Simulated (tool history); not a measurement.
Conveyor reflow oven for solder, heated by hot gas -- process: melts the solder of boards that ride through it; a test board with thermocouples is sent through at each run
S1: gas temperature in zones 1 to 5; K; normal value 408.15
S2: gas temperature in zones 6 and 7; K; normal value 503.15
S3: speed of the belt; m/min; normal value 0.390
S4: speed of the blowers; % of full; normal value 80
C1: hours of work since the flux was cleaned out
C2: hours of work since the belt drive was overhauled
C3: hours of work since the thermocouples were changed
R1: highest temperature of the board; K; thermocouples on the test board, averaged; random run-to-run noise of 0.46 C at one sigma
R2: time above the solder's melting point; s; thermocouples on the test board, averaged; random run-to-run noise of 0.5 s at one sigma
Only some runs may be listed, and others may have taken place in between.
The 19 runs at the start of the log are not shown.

run	hour	S1	S2	S3	S4	C1	C2	C3	R1	R2
20	219.1	414.15	509.15	0.391	80	161	406	545	498.15	104.5
21	227.5	414.15	509.15	0.391	80	165	410	549	498.65	105.6
22	236.6	414.15	509.15	0.391	80	169	414	554	498.75	105.3
23	252.0	414.15	509.15	0.391	80	177	422	561	498.45	105.7
24	267.3	402.15	496.15	0.389	51	184	429	568	477.35	68.4
25	282.2	402.15	496.15	0.389	51	191	436	575	477.15	68.7
26	296.4	406.15	502.15	0.413	56	198	443	582	483.35	75.7
27	305.4	421.15	514.15	0.390	80	202	447	586	503.45	112.7
28	318.4	417.15	506.15	0.366	84	208	453	592	496.45	113.8

Forecast run 29:
29	330.6	408.15	511.15	0.390	53	214	459	598	?	?

Run 29 yielded R1 492.45 K, R2 93.9 s.
On a tool with no hidden condition, and with the same random variation, this run would have come out at R1 494.85 K, R2 95.9 s.

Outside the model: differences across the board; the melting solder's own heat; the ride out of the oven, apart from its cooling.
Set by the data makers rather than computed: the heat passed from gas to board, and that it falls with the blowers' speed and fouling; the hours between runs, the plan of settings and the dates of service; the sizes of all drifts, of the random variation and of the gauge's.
